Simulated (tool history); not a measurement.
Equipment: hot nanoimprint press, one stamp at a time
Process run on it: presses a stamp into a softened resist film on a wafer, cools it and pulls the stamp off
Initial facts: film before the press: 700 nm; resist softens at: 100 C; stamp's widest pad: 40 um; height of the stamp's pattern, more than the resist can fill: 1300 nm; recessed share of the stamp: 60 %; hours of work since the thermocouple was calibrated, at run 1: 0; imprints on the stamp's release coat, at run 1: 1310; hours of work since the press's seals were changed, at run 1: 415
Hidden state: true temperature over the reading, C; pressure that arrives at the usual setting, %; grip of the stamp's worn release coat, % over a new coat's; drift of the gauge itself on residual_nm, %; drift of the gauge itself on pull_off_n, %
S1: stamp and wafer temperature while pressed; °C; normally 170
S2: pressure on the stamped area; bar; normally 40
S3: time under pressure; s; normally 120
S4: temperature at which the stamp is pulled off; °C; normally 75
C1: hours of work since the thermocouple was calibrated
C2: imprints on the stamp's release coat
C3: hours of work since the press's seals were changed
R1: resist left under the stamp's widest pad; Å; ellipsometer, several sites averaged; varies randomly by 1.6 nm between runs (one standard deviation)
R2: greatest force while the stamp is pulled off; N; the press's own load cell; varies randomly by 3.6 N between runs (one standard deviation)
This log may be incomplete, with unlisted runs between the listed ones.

run,hour,S1,S2,S3,S4,C1,C2,C3,R1,R2
1,0,170,40,120,75,0,1310,415,3917,215
# hour 12.1: stamp cleaned and given a new release coat
2,20.7,170,40,120,75,11,48,427,3922,173
3,34.7,170,40,120,63,22,126,437,3946,189
4,46.2,170,40,120,63,31,190,446,3963,187
5,59.1,170,40,120,75,40,261,456,3940,180
6,68.7,170,40,120,75,48,315,463,3939,177
7,75.9,170,40,120,75,53,355,469,3959,179

What will run 8 give?
8,85.9,170,40,120,75,61,410,476,?,?

R1: 3967 Å
R2: 193 N
Minus the tool's unlogged condition, the same run would have read R1 3900 Å, R2 179 N.
